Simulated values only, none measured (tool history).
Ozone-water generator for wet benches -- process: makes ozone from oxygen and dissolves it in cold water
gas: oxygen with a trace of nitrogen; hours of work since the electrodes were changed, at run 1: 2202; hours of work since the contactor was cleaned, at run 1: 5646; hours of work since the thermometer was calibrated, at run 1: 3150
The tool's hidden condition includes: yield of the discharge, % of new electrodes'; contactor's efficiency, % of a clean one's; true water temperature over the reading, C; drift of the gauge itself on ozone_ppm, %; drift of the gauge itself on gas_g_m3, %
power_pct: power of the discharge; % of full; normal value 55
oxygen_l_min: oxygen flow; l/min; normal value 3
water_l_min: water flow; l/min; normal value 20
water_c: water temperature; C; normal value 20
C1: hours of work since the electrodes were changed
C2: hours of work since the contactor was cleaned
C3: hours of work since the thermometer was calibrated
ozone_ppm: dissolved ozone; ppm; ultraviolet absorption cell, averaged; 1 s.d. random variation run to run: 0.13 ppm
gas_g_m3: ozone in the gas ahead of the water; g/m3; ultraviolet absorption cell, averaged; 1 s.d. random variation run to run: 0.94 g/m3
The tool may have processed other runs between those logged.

run 1 day=0 | power_pct=55 oxygen_l_min=3 water_l_min=20 water_c=20 | C1=2202 C2=5646 C3=3150 | ozone_ppm=11.7 gas_g_m3=155.3
run 2 day=2.717 | power_pct=55 oxygen_l_min=3 water_l_min=20 water_c=20 | C1=2243 C2=5687 C3=3191 | ozone_ppm=11.5 gas_g_m3=156.4
run 3 day=5.396 | power_pct=55 oxygen_l_min=1.76 water_l_min=20 water_c=20 | C1=2283 C2=5727 C3=3232 | ozone_ppm=9.2 gas_g_m3=181.5
run 4 day=8.875 | power_pct=55 oxygen_l_min=1.76 water_l_min=20 water_c=20 | C1=2336 C2=5780 C3=3284 | ozone_ppm=9.3 gas_g_m3=180
run 5 day=13.488 | power_pct=55 oxygen_l_min=2.12 water_l_min=20 water_c=20 | C1=2405 C2=5849 C3=3354 | ozone_ppm=9.9 gas_g_m3=173
run 6 day=15.454 | power_pct=55 oxygen_l_min=2.12 water_l_min=20 water_c=20 | C1=2435 C2=5879 C3=3383 | ozone_ppm=9.8 gas_g_m3=169.7
run 7 day=19.638 | power_pct=55 oxygen_l_min=2.12 water_l_min=20 water_c=20 | C1=2498 C2=5942 C3=3446 | ozone_ppm=9.9 gas_g_m3=173
-- day=20.233 contactor cleaned
run 8 day=23.5 | power_pct=55 oxygen_l_min=2.12 water_l_min=20 water_c=20 | C1=2554 C2=49 C3=3502 | ozone_ppm=11 gas_g_m3=170.1
run 9 day=28.288 | power_pct=55 oxygen_l_min=3 water_l_min=15 water_c=20 | C1=2626 C2=121 C3=3574 | ozone_ppm=15.5 gas_g_m3=154.5
run 10 day=31.562 | power_pct=55 oxygen_l_min=3 water_l_min=15 water_c=20 | C1=2675 C2=171 C3=3624 | ozone_ppm=15.7 gas_g_m3=153.7
run 11 day=33.85 | power_pct=55 oxygen_l_min=3 water_l_min=15 water_c=20 | C1=2710 C2=205 C3=3658 | ozone_ppm=15.4 gas_g_m3=153.1
run 12 day=37.2 | power_pct=55 oxygen_l_min=3 water_l_min=15 water_c=20 | C1=2760 C2=256 C3=3709 | ozone_ppm=15.6 gas_g_m3=155
run 13 day=39.862 | power_pct=55 oxygen_l_min=3 water_l_min=15 water_c=20 | C1=2800 C2=296 C3=3749 | ozone_ppm=15.6 gas_g_m3=153.4
run 14 day=43.346 | power_pct=55 oxygen_l_min=3 water_l_min=15 water_c=20 | C1=2853 C2=348 C3=3801 | ozone_ppm=15.8 gas_g_m3=153
run 15 day=48.15 | power_pct=94 oxygen_l_min=3 water_l_min=15 water_c=20 | C1=2925 C2=421 C3=3874 | ozone_ppm=24 gas_g_m3=237.3
run 16 day=50.996 | power_pct=94 oxygen_l_min=3 water_l_min=15 water_c=20 | C1=2968 C2=464 C3=3916 | ozone_ppm=24.1 gas_g_m3=235.2
run 17 day=53.308 | power_pct=85 oxygen_l_min=3 water_l_min=20 water_c=12 | C1=3003 C2=498 C3=3951 | ozone_ppm=18.6 gas_g_m3=217.1
run 18 day=57.721 | power_pct=85 oxygen_l_min=3 water_l_min=20 water_c=12 | C1=3069 C2=565 C3=4018 | ozone_ppm=19 gas_g_m3=214.8
run 19 day=62.121 | power_pct=85 oxygen_l_min=3 water_l_min=20 water_c=12 | C1=3136 C2=631 C3=4084 | ozone_ppm=18.7 gas_g_m3=214.5
run 20 day=66.675 | power_pct=55 oxygen_l_min=2.36 water_l_min=15 water_c=27 | C1=3204 C2=700 C3=4153 | ozone_ppm=13 gas_g_m3=164.6
-- day=68.142 water thermometer calibrated
run 21 day=71.562 | power_pct=55 oxygen_l_min=2.36 water_l_min=15 water_c=27 | C1=3278 C2=773 C3=52 | ozone_ppm=13.1 gas_g_m3=163.7
run 22 day=74.808 | power_pct=55 oxygen_l_min=2.36 water_l_min=15 water_c=25 | C1=3327 C2=822 C3=100 | ozone_ppm=13.4 gas_g_m3=164.7
run 23 day=79.412 | power_pct=55 oxygen_l_min=2.36 water_l_min=15 water_c=25 | C1=3396 C2=892 C3=170 | ozone_ppm=13.3 gas_g_m3=163.9
run 24 day=81.442 | power_pct=82 oxygen_l_min=2.65 water_l_min=20 water_c=20 | C1=3426 C2=922 C3=200 | ozone_ppm=15.9 gas_g_m3=216.1
-- day=81.842 water thermometer calibrated, once more
run 25 day=85.188 | power_pct=82 oxygen_l_min=2.65 water_l_min=20 water_c=20 | C1=3483 C2=978 C3=50 | ozone_ppm=15.9 gas_g_m3=216.5
run 26 day=89.546 | power_pct=56 oxygen_l_min=2.45 water_l_min=18 water_c=28 | C1=3548 C2=1044 C3=116 | ozone_ppm=11.7 gas_g_m3=163.1
run 27 day=93.85 | power_pct=56 oxygen_l_min=3 water_l_min=31 water_c=15 | C1=3613 C2=1109 C3=181 | ozone_ppm=8.5 gas_g_m3=152.2
run 28 day=98.138 | power_pct=56 oxygen_l_min=3 water_l_min=31 water_c=14 | C1=3678 C2=1173 C3=246 | ozone_ppm=8.7 gas_g_m3=154.2
run 29 day=101.121 | power_pct=51 oxygen_l_min=3 water_l_min=20 water_c=23 | C1=3723 C2=1218 C3=291 | ozone_ppm=11.2 gas_g_m3=142.9
run 30 day=105.325 | power_pct=51 oxygen_l_min=3.46 water_l_min=17 water_c=23 | C1=3786 C2=1282 C3=354 | ozone_ppm=13.1 gas_g_m3=136.5
run 31 day=107.554 | power_pct=80 oxygen_l_min=3 water_l_min=19 water_c=20 | C1=3820 C2=1315 C3=387 | ozone_ppm=17 gas_g_m3=202.7
run 32 day=111.4 | power_pct=93 oxygen_l_min=1.76 water_l_min=19 water_c=20 | C1=3878 C2=1373 C3=445 | ozone_ppm=15.3 gas_g_m3=268.9

Alternative continuations, all from the tool just after run 32; predict every row:
run A day=113.838 | power_pct=93 oxygen_l_min=5.36 water_l_min=27 water_c=20 | C1=3914 C2=1410 C3=482 | ozone_ppm=? gas_g_m3=?
run B day=113.838 | power_pct=55 oxygen_l_min=3 water_l_min=23 water_c=13 | C1=3914 C2=1410 C3=482 | ozone_ppm=? gas_g_m3=?
run C day=113.838 | power_pct=93 oxygen_l_min=3.76 water_l_min=24 water_c=20 | C1=3914 C2=1410 C3=482 | ozone_ppm=? gas_g_m3=?
run D day=113.838 | power_pct=55 oxygen_l_min=2.54 water_l_min=14 water_c=17 | C1=3914 C2=1410 C3=482 | ozone_ppm=? gas_g_m3=?

run=A ozone_ppm=17.4 gas_g_m3=187.4
run=B ozone_ppm=11.5 gas_g_m3=149.4
run=C ozone_ppm=17.1 gas_g_m3=213.1
run=D ozone_ppm=15.7 gas_g_m3=159
What these runs would have given with no unlogged condition in the tool:
run=A ozone_ppm=19.5 gas_g_m3=206.6
run=B ozone_ppm=12.5 gas_g_m3=159.2
run=C ozone_ppm=19.2 gas_g_m3=235
run=D ozone_ppm=17 gas_g_m3=169.4
